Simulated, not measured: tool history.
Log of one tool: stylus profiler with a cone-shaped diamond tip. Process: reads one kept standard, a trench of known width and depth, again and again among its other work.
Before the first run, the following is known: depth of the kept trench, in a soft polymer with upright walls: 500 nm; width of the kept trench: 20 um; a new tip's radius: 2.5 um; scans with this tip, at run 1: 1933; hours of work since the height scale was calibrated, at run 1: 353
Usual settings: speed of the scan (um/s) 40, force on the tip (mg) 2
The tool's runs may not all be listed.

run,day,speed of the scan (um/s),force on the tip (mg),scans with this tip,hours of work since the height scale was calibrated,depth of the trench (Å),width of the trench's floor (um)
1,0,40,2,1933,353,5024.6,16.5
2,1.446,40,2,2073,379,5024.4,16.48
3,2.417,40,2,2167,396,5022.7,16.43
4,3.425,40,2,2265,414,5022.7,16.43
5,5.188,40,2,2436,445,5020,16.46
6,7.221,15,2,2633,481,5017.7,16.5
7,8.533,15,2,2760,505,5022.2,16.44
8,9.475,15,2,2851,521,5018.2,16.5
9,10.896,40,2,2989,546,5018.6,16.37
10,12.696,40,2,3164,578,5018.1,16.31
11,14.05,40,2,3295,602,5015.3,16.35
12,16.05,40,2,3489,638,5013.3,16.27
13,17.121,40,2,3593,657,5017.8,16.3
14,18.362,40,2,3713,679,5014,16.35
15,20.075,40,2,3879,709,5011.7,16.27
16,22.154,40,2,4081,746,5011.4,16.22
17,23.775,136,2,4238,775,5013,15.69
18,25.229,40,2.39,4379,801,5015.1,16.23
19,26.592,40,2.39,4511,825,5014.2,16.14
20,27.771,40,2.39,4626,846,5014.7,16.1
21,29.55,40,2,4798,877,5009.8,16.17
22,31.238,40,2,4962,907,5009.7,16.1
23,32.125,40,2,5048,923,5008.5,16.12
24,33.921,40,2,5222,955,5006.1,16.03
25,35.521,41,0.68,5377,983,4990.3,15.9
26,37.038,17,2,5524,1010,5007.7,16.13
27,37.904,37,2.09,5608,1025,5004.1,16.05
28,39.45,27,1.32,5758,1053,4994.5,16.07
29,41.558,27,1.32,5963,1090,4999.2,16.05
30,42.621,27,1.32,6066,1109,4995.7,16.02
31,44.754,40,1.96,6273,1147,5002.7,15.94
32,45.967,40,1.96,6390,1168,5000.4,15.97
33,46.879,49,5.09,6479,1184,5026.6,15.96
34,48.467,21,0.99,6633,1213,4987.3,15.98
35,49.567,94,2.25,6739,1232,5003.5,15.67
36,50.796,56,5.18,6859,1254,5026.4,15.91
37,52.346,10,5.66,7009,1281,5029,16.07
38,53.425,12,0.67,7114,1301,4983.5,15.95
39,55.342,22,1.87,7299,1335,4995.9,15.86
40,57.096,47,0.98,7469,1366,4986.2,15.71
41,58.229,47,4.48,7579,1386,5016.9,15.86
42,59.912,22,2.12,7743,1416,4998.3,15.83
43,61.279,40,0.77,7875,1440,4981.1,15.66
44,62.967,49,4.68,8039,1470,5019.2,15.8
45,64.604,49,4.68,8198,1499,5015.2,15.8
46,66.675,36,2.41,8398,1535,4998.2,15.77
47,68.283,33,2.32,8554,1564,4996.5,15.76

Below are 4 alternative next runs, each starting from the tool's condition after run 47. Predict each:
A,70.429,33,4.76,8762,1602,?,?
B,70.429,40,0.96,8762,1602,?,?
C,70.429,149,1.1,8762,1602,?,?
D,70.429,18,1.14,8762,1602,?,?

run,depth of the trench (Å),width of the trench's floor (um)
A,5017.5,15.72
B,4979.7,15.58
C,4981.6,14.94
D,4980.5,15.78
Had the tool no hidden state, the same runs would have come out as:
run,depth of the trench (Å),width of the trench's floor (um)
A,5056.9,16.86
B,5018.8,16.71
C,5020.7,16.08
D,5019.7,16.92
